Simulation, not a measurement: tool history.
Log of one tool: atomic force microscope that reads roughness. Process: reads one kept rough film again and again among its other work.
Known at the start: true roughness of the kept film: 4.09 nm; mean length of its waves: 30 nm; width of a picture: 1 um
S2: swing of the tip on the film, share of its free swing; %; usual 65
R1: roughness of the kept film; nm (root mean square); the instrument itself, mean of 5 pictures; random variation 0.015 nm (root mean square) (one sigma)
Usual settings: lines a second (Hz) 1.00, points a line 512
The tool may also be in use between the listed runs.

run 1 hour=0.0 | lines_a_second_(Hz)=1.00 S2=65 points_a_line=512 | R1=3.127
run 2 hour=9.8 | lines_a_second_(Hz)=1.00 S2=65 points_a_line=512 | R1=3.040
run 3 hour=30.2 | lines_a_second_(Hz)=1.00 S2=65 points_a_line=512 | R1=2.857
run 4 hour=39.8 | lines_a_second_(Hz)=1.00 S2=65 points_a_line=512 | R1=2.778
-- hour=41.5 new tip fitted
run 5 hour=59.0 | lines_a_second_(Hz)=1.00 S2=65 points_a_line=512 | R1=3.325
run 6 hour=67.6 | lines_a_second_(Hz)=1.00 S2=65 points_a_line=512 | R1=3.212
run 7 hour=86.1 | lines_a_second_(Hz)=1.00 S2=65 points_a_line=512 | R1=3.047
-- hour=88.8 height scale calibrated on a step standard
run 8 hour=104.6 | lines_a_second_(Hz)=1.00 S2=65 points_a_line=512 | R1=2.895
-- hour=118.5 new tip fitted
run 9 hour=121.9 | lines_a_second_(Hz)=1.00 S2=65 points_a_line=512 | R1=3.484
run 10 hour=138.0 | lines_a_second_(Hz)=0.52 S2=65 points_a_line=512 | R1=3.319
run 11 hour=156.5 | lines_a_second_(Hz)=1.00 S2=65 points_a_line=512 | R1=3.081
-- hour=159.2 height scale calibrated on a step standard, once more
run 12 hour=176.7 | lines_a_second_(Hz)=1.00 S2=65 points_a_line=512 | R1=2.912
run 13 hour=187.5 | lines_a_second_(Hz)=1.00 S2=65 points_a_line=512 | R1=2.799
-- hour=195.2 new tip fitted
run 14 hour=206.0 | lines_a_second_(Hz)=1.00 S2=65 points_a_line=512 | R1=3.398
run 15 hour=221.4 | lines_a_second_(Hz)=1.00 S2=65 points_a_line=512 | R1=3.196
run 16 hour=236.5 | lines_a_second_(Hz)=1.00 S2=83 points_a_line=681 | R1=2.949
run 17 hour=247.8 | lines_a_second_(Hz)=1.00 S2=68 points_a_line=582 | R1=2.928
run 18 hour=267.5 | lines_a_second_(Hz)=1.59 S2=63 points_a_line=916 | R1=2.786
-- hour=270.9 new tip fitted
run 19 hour=287.9 | lines_a_second_(Hz)=1.00 S2=62 points_a_line=357 | R1=3.347
run 20 hour=298.6 | lines_a_second_(Hz)=1.00 S2=62 points_a_line=357 | R1=3.205
run 21 hour=314.0 | lines_a_second_(Hz)=1.00 S2=62 points_a_line=357 | R1=3.055
run 22 hour=330.4 | lines_a_second_(Hz)=2.83 S2=68 points_a_line=400 | R1=2.728
run 23 hour=342.1 | lines_a_second_(Hz)=0.85 S2=79 points_a_line=501 | R1=2.744
-- hour=346.2 new tip fitted
run 24 hour=354.9 | lines_a_second_(Hz)=1.02 S2=66 points_a_line=591 | R1=3.408
run 25 hour=368.3 | lines_a_second_(Hz)=0.96 S2=66 points_a_line=415 | R1=3.261
run 26 hour=377.3 | lines_a_second_(Hz)=0.66 S2=83 points_a_line=370 | R1=3.099

The same runs without the tool's hidden state, with the same run-to-run variation:
The hidden state here: radius of the tip, nm; height scale over the true one, %; drift of the gauge itself on roughness_nm, %.
run=1 R1=3.518
run=2 R1=3.528
run=3 R1=3.528
run=4 R1=3.533
run=5 R1=3.542
run=6 R1=3.522
run=7 R1=3.550
run=8 R1=3.550
run=9 R1=3.523
run=10 R1=3.561
run=11 R1=3.504
run=12 R1=3.531
run=13 R1=3.507
run=14 R1=3.547
run=15 R1=3.526
run=16 R1=3.406
run=17 R1=3.499
run=18 R1=3.524
run=19 R1=3.559
run=20 R1=3.529
run=21 R1=3.543
run=22 R1=3.323
run=23 R1=3.457
run=24 R1=3.522
run=25 R1=3.532
run=26 R1=3.456
